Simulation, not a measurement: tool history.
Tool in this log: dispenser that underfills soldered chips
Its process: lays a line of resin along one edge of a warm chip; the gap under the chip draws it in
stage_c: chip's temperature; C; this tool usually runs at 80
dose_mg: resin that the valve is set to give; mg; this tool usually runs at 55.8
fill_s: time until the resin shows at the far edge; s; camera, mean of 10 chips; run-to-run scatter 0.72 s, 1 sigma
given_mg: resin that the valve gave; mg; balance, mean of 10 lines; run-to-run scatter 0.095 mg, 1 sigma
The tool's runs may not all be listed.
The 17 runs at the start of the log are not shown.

{"run": 18, "hour": 91.7, "stage_c": 81, "dose_mg": 55.8, "fill_s": 80.3, "given_mg": 55.53}
{"run": 19, "hour": 96.9, "stage_c": 81, "dose_mg": 71.8, "fill_s": 94.8, "given_mg": 71.39}
{"run": 20, "hour": 99.9, "stage_c": 81, "dose_mg": 71.8, "fill_s": 106.4, "given_mg": 71.31}
{"hour": 101.3, "done": "new syringe of resin"}
{"run": 21, "hour": 106.5, "stage_c": 77, "dose_mg": 52.8, "fill_s": 85.2, "given_mg": 52.38}
{"run": 22, "hour": 113.7, "stage_c": 77, "dose_mg": 52.8, "fill_s": 108.3, "given_mg": 52.19}
{"run": 23, "hour": 116.8, "stage_c": 81, "dose_mg": 52.8, "fill_s": 103.3, "given_mg": 52.25}
{"hour": 119.4, "done": "new syringe of resin"}
{"run": 24, "hour": 122.1, "stage_c": 90, "dose_mg": 66.8, "fill_s": 48.5, "given_mg": 66.13}
{"run": 25, "hour": 127.4, "stage_c": 80, "dose_mg": 50.0, "fill_s": 84.5, "given_mg": 49.17}
{"run": 26, "hour": 133.9, "stage_c": 80, "dose_mg": 50.0, "fill_s": 105.3, "given_mg": 49.38}
{"hour": 137.5, "done": "new syringe of resin"}
{"run": 27, "hour": 137.8, "stage_c": 74, "dose_mg": 56.2, "fill_s": 79.5, "given_mg": 55.34}
{"run": 28, "hour": 142.0, "stage_c": 87, "dose_mg": 64.9, "fill_s": 58.6, "given_mg": 63.78}
{"run": 29, "hour": 146.0, "stage_c": 85, "dose_mg": 48.8, "fill_s": 72.8, "given_mg": 47.86}
{"run": 30, "hour": 151.4, "stage_c": 73, "dose_mg": 66.5, "fill_s": 129.8, "given_mg": 64.9}
{"hour": 155.8, "done": "new syringe of resin"}
{"run": 31, "hour": 158.7, "stage_c": 69, "dose_mg": 51.5, "fill_s": 107.4, "given_mg": 50.36}
{"run": 32, "hour": 166.1, "stage_c": 69, "dose_mg": 51.5, "fill_s": 133.0, "given_mg": 50.32}
{"run": 33, "hour": 173.2, "stage_c": 75, "dose_mg": 63.5, "fill_s": 134.8, "given_mg": 62.0}
{"hour": 173.9, "done": "new syringe of resin"}
{"run": 34, "hour": 180.5, "stage_c": 75, "dose_mg": 63.5, "fill_s": 94.9, "given_mg": 61.76}
{"run": 35, "hour": 184.3, "stage_c": 75, "dose_mg": 63.5, "fill_s": 108.3, "given_mg": 61.71}
{"hour": 188.9, "done": "dispensing valve cleaned and set on the balance"}
{"hour": 193.0, "done": "new syringe of resin"}
{"run": 36, "hour": 193.0, "stage_c": 68, "dose_mg": 65.8, "fill_s": 97.0, "given_mg": 65.69}
{"run": 37, "hour": 197.3, "stage_c": 83, "dose_mg": 61.0, "fill_s": 64.2, "given_mg": 61.02}

Forecast each of these 3 alternatives for the next run:
{"run": "A", "hour": 204.5, "stage_c": 74, "dose_mg": 63.6, "fill_s": "?", "given_mg": "?"}
{"run": "B", "hour": 204.5, "stage_c": 84, "dose_mg": 55.8, "fill_s": "?", "given_mg": "?"}
{"run": "C", "hour": 204.5, "stage_c": 82, "dose_mg": 48.4, "fill_s": "?", "given_mg": "?"}

run=A fill_s=112.6 given_mg=63.45
run=B fill_s=81.1 given_mg=55.72
run=C fill_s=89.6 given_mg=48.36
With the hidden condition removed and each run's random variation left untouched, the same runs would have given:
run=A fill_s=79.5 given_mg=63.65
run=B fill_s=57.1 given_mg=55.90
run=C fill_s=63.1 given_mg=48.51
